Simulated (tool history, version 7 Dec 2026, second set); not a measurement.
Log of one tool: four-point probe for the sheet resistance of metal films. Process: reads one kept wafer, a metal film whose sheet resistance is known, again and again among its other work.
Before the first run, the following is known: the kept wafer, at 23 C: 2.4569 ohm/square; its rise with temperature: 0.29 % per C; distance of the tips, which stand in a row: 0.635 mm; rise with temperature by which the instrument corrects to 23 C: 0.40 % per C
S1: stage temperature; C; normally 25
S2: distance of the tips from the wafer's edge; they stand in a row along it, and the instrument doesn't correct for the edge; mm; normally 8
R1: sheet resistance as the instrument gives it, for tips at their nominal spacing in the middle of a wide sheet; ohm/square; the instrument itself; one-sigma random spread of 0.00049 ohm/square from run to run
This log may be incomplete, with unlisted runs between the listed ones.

run 1 hour=0.0 | S1=25 S2=8 | R1=2.437387
run 2 hour=25.2 | S1=30 S2=8 | R1=2.426309
run 3 hour=40.7 | S1=30 S2=8 | R1=2.425882
run 4 hour=58.8 | S1=30 S2=8 | R1=2.424912
run 5 hour=77.6 | S1=30 S2=46 | R1=2.418554
run 6 hour=98.9 | S1=25 S2=8 | R1=2.438242
run 7 hour=112.6 | S1=29 S2=8 | R1=2.429043
run 8 hour=127.2 | S1=25 S2=8 | R1=2.438630
run 9 hour=149.7 | S1=25 S2=8 | R1=2.437778
run 10 hour=172.6 | S1=25 S2=8 | R1=2.438842
run 11 hour=194.0 | S1=25 S2=8 | R1=2.439076
run 12 hour=215.3 | S1=25 S2=8 | R1=2.438836
run 13 hour=229.1 | S1=19 S2=8 | R1=2.454973
run 14 hour=252.8 | S1=21 S2=8 | R1=2.450682
run 15 hour=271.5 | S1=25 S2=8 | R1=2.439140
run 16 hour=294.9 | S1=25 S2=8 | R1=2.439504
run 17 hour=307.8 | S1=26 S2=8 | R1=2.435947
run 18 hour=319.6 | S1=27 S2=8 | R1=2.433292
run 19 hour=341.9 | S1=31 S2=27 | R1=2.415859
run 20 hour=365.9 | S1=31 S2=27 | R1=2.417614
run 21 hour=386.6 | S1=18 S2=5 | R1=2.470462
run 22 hour=408.4 | S1=25 S2=15 | R1=2.434031
run 23 hour=425.0 | S1=21 S2=4 | R1=2.474257
run 24 hour=437.9 | S1=23 S2=52 | R1=2.435637
run 25 hour=451.2 | S1=18 S2=5 | R1=2.470231
run 26 hour=472.3 | S1=21 S2=7 | R1=2.452514
run 27 hour=487.2 | S1=33 S2=4 | R1=2.442494
run 28 hour=509.8 | S1=19 S2=14 | R1=2.449226
run 29 hour=532.3 | S1=28 S2=3 | R1=2.480860
run 30 hour=558.2 | S1=31 S2=43 | R1=2.415073
run 31 hour=581.5 | S1=20 S2=31 | R1=2.444125

3 options for the next run, each taken on its own from the tool as it stands now. Forecast them:
run A hour=600.4 | S1=25 S2=12 | R1=?
run B hour=600.4 | S1=24 S2=65 | R1=?
run C hour=600.4 | S1=21 S2=31 | R1=?

run=A R1=2.434962
run=B R1=2.432667
run=C R1=2.441751
With no hidden state in the tool, these same runs would have given:
run=A R1=2.455539
run=B R1=2.453232
run=C R1=2.462410
